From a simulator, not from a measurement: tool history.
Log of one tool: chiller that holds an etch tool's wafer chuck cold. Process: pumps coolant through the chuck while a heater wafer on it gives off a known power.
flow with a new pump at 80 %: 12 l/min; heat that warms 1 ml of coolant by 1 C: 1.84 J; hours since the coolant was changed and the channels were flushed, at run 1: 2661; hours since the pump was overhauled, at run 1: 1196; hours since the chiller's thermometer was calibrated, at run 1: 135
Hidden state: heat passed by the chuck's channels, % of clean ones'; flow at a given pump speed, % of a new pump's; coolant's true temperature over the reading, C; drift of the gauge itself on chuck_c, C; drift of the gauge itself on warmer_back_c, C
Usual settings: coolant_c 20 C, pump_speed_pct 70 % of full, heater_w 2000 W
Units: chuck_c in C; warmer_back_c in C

run	hour	coolant_c	pump_speed_pct	heater_w	hours since the coolant was changed and the channels were flushed	hours since the pump was overhauled	hours since the chiller's thermometer was calibrated	chuck_c	warmer_back_c
1	0	20	70	2000	2661	1196	135	36.6	6.49
2	63	20	70	2263	2724	1259	198	38.8	7.41
3	118.6	20	70	2263	2780	1314	254	38.9	7.37
4	180.4	20	70	2263	2841	1376	316	39	7.44
5	226.2	11	70	2000	2887	1422	361	27.8	6.58
6	283	20	70	2000	2944	1479	418	37	6.53
7	318.1	20	70	2000	2979	1514	453	36.8	6.58
8	381	20	70	2000	3042	1577	516	37.2	6.52
9	439.1	20	98	2000	3100	1635	574	32.6	4.6
10	471.5	20	98	2000	3132	1667	607	32.3	4.62
11	536.6	20	98	2000	3197	1732	672	32.5	4.68
12	601.7	16	70	2000	3263	1797	737	33.2	6.53
13	641.6	20	70	2000	3303	1837	777	37.3	6.58
14	689.5	20	70	2000	3350	1885	825	37.3	6.6
15	730.3	20	70	2000	3391	1926	865	37.3	6.6
16	778	20	70	2000	3439	1974	913	37.5	6.61
17	826.3	20	70	2000	3487	2022	961	37.7	6.59
18	892.4	26	65	2062	3553	2088	1028	45.5	7.39
19	948.6	26	65	1054	3610	2144	1084	36	3.75
20	1002.3	26	65	1054	3663	2198	1137	35.9	3.79
21	1064.7	26	65	1054	3726	2260	1200	36	3.78
22	1100.4	28	93	1034	3761	2296	1236	35.2	2.55
23	1135.7	13	70	2164	3797	2331	1271	32.2	7.17
24	1179.4	13	70	2164	3840	2375	1315	32.3	7.24
25	1208.2	13	87	1766	3869	2404	1343	26.1	4.7
26	1260.6	26	87	1716	3921	2456	1396	38.7	4.55
27	1320.5	26	87	1716	3981	2516	1456	38.6	4.55
28	1375.7	26	87	1716	4037	2571	1511	38.6	4.6
29	1440.8	12	82	2929	4102	2636	1576	34.6	8.25
30	1480.1	30	82	2929	4141	2676	1615	52.8	8.39
31	1536.3	25	68	1105	4197	2732	1671	35.3	3.82
32	1578.9	26	70	1181	4240	2774	1714	36.8	3.93
33	1648.5	21	69	1763	4309	2844	1784	37.4	6.09

Forecast each of these 3 alternatives for the next run:
A	1695.3	16	62	2255	4356	2891	1830	?	?
B	1695.3	21	69	1066	4356	2891	1830	?	?
C	1695.3	21	88	1201	4356	2891	1830	?	?

run	chuck_c	warmer_back_c
A	39.2	8.68
B	30.9	3.69
C	30	3.2
Without the tool's hidden state the same runs would have given:
run	chuck_c	warmer_back_c
A	35.1	8.01
B	29.1	3.4
C	28.3	2.96

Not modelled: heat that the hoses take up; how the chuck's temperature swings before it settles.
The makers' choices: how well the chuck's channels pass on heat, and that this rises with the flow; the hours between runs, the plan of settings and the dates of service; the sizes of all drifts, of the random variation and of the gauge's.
